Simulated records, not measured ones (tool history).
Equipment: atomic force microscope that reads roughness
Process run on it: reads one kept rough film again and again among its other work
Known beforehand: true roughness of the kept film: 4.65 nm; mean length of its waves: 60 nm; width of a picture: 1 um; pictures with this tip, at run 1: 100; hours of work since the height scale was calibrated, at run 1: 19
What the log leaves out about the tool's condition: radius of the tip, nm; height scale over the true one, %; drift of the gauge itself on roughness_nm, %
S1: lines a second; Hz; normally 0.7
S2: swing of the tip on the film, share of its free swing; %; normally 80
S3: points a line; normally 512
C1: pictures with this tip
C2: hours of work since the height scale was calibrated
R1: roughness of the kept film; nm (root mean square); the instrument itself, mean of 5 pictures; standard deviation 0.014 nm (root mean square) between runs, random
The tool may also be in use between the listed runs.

{"run": 1, "hour": 0.0, "S1": 0.7, "S2": 80, "S3": 512, "C1": 100, "C2": 19, "R1": 4.366}
{"run": 2, "hour": 6.5, "S1": 0.7, "S2": 80, "S3": 834, "C1": 108, "C2": 23, "R1": 4.368}
{"run": 3, "hour": 10.5, "S1": 0.7, "S2": 80, "S3": 512, "C1": 113, "C2": 26, "R1": 4.365}
{"run": 4, "hour": 19.3, "S1": 0.7, "S2": 80, "S3": 512, "C1": 123, "C2": 32, "R1": 4.41}
{"run": 5, "hour": 26.7, "S1": 0.7, "S2": 80, "S3": 552, "C1": 132, "C2": 37, "R1": 4.371}
{"run": 6, "hour": 32.6, "S1": 0.7, "S2": 80, "S3": 699, "C1": 139, "C2": 41, "R1": 4.385}
{"run": 7, "hour": 40.4, "S1": 0.7, "S2": 80, "S3": 512, "C1": 149, "C2": 46, "R1": 4.389}
{"run": 8, "hour": 46.1, "S1": 0.7, "S2": 80, "S3": 512, "C1": 155, "C2": 50, "R1": 4.372}
{"run": 9, "hour": 54.9, "S1": 0.7, "S2": 73, "S3": 512, "C1": 166, "C2": 56, "R1": 4.449}
{"hour": 63.5, "done": "new tip fitted"}
{"run": 10, "hour": 64.4, "S1": 0.7, "S2": 80, "S3": 512, "C1": 1, "C2": 62, "R1": 4.382}
{"run": 11, "hour": 71.0, "S1": 0.7, "S2": 80, "S3": 512, "C1": 9, "C2": 66, "R1": 4.388}
{"run": 12, "hour": 80.1, "S1": 0.7, "S2": 80, "S3": 512, "C1": 19, "C2": 72, "R1": 4.366}
{"run": 13, "hour": 88.2, "S1": 0.7, "S2": 80, "S3": 512, "C1": 29, "C2": 77, "R1": 4.365}
{"run": 14, "hour": 92.0, "S1": 0.7, "S2": 80, "S3": 512, "C1": 34, "C2": 80, "R1": 4.368}
{"run": 15, "hour": 97.2, "S1": 0.7, "S2": 80, "S3": 512, "C1": 40, "C2": 83, "R1": 4.357}
{"run": 16, "hour": 102.0, "S1": 0.7, "S2": 80, "S3": 512, "C1": 46, "C2": 87, "R1": 4.384}
{"run": 17, "hour": 108.8, "S1": 0.7, "S2": 74, "S3": 512, "C1": 54, "C2": 91, "R1": 4.423}
{"run": 18, "hour": 116.7, "S1": 0.7, "S2": 56, "S3": 512, "C1": 63, "C2": 96, "R1": 4.499}
{"run": 19, "hour": 123.8, "S1": 0.7, "S2": 56, "S3": 256, "C1": 71, "C2": 101, "R1": 4.452}
{"run": 20, "hour": 129.1, "S1": 0.7, "S2": 56, "S3": 256, "C1": 78, "C2": 105, "R1": 4.457}
{"run": 21, "hour": 137.2, "S1": 0.7, "S2": 80, "S3": 512, "C1": 88, "C2": 110, "R1": 4.401}
{"run": 22, "hour": 146.3, "S1": 0.7, "S2": 80, "S3": 512, "C1": 98, "C2": 116, "R1": 4.356}
{"run": 23, "hour": 150.8, "S1": 0.7, "S2": 80, "S3": 512, "C1": 104, "C2": 119, "R1": 4.36}
{"run": 24, "hour": 158.6, "S1": 0.7, "S2": 80, "S3": 512, "C1": 113, "C2": 124, "R1": 4.36}
{"run": 25, "hour": 165.7, "S1": 0.995, "S2": 65, "S3": 537, "C1": 122, "C2": 129, "R1": 4.416}
{"run": 26, "hour": 169.7, "S1": 0.995, "S2": 65, "S3": 537, "C1": 126, "C2": 132, "R1": 4.437}
{"run": 27, "hour": 177.1, "S1": 0.995, "S2": 65, "S3": 537, "C1": 135, "C2": 137, "R1": 4.439}
{"run": 28, "hour": 185.1, "S1": 0.995, "S2": 65, "S3": 537, "C1": 145, "C2": 142, "R1": 4.405}
{"run": 29, "hour": 193.1, "S1": 0.995, "S2": 59, "S3": 537, "C1": 154, "C2": 147, "R1": 4.491}
{"run": 30, "hour": 200.9, "S1": 0.995, "S2": 59, "S3": 537, "C1": 163, "C2": 152, "R1": 4.447}
{"run": 31, "hour": 205.1, "S1": 0.995, "S2": 59, "S3": 537, "C1": 168, "C2": 155, "R1": 4.448}
{"hour": 211.5, "done": "new tip fitted"}
{"run": 32, "hour": 211.5, "S1": 3.361, "S2": 59, "S3": 568, "C1": 0, "C2": 159, "R1": 4.317}
{"run": 33, "hour": 220.6, "S1": 3.326, "S2": 80, "S3": 308, "C1": 10, "C2": 165, "R1": 3.877}
{"run": 34, "hour": 225.0, "S1": 2.449, "S2": 80, "S3": 478, "C1": 16, "C2": 168, "R1": 4.039}
{"run": 35, "hour": 233.0, "S1": 2.449, "S2": 80, "S3": 478, "C1": 25, "C2": 173, "R1": 4.057}
{"run": 36, "hour": 239.1, "S1": 0.858, "S2": 68, "S3": 658, "C1": 33, "C2": 177, "R1": 4.422}
{"run": 37, "hour": 247.3, "S1": 3.416, "S2": 68, "S3": 450, "C1": 42, "C2": 183, "R1": 4.164}
{"run": 38, "hour": 256.0, "S1": 3.416, "S2": 68, "S3": 450, "C1": 53, "C2": 189, "R1": 4.147}
{"run": 39, "hour": 260.5, "S1": 2.41, "S2": 57, "S3": 341, "C1": 58, "C2": 192, "R1": 4.396}
{"run": 40, "hour": 269.2, "S1": 3.776, "S2": 80, "S3": 265, "C1": 68, "C2": 197, "R1": 3.805}
{"run": 41, "hour": 278.3, "S1": 3.776, "S2": 80, "S3": 265, "C1": 79, "C2": 203, "R1": 3.807}
{"run": 42, "hour": 284.4, "S1": 1.707, "S2": 65, "S3": 512, "C1": 86, "C2": 207, "R1": 4.388}
{"run": 43, "hour": 290.7, "S1": 2.155, "S2": 78, "S3": 832, "C1": 94, "C2": 212, "R1": 4.141}
{"run": 44, "hour": 299.6, "S1": 2.155, "S2": 78, "S3": 832, "C1": 105, "C2": 218, "R1": 4.146}

Run 45 comes next. What will it give?
{"run": 45, "hour": 305.9, "S1": 2.155, "S2": 78, "S3": 832, "C1": 112, "C2": 222, "R1": "?"}

Run 45 gave R1 4.137 nm (root mean square).
Were there no unlogged condition in the tool, this run, its random variation unchanged, would have produced R1 4.141 nm (root mean square).
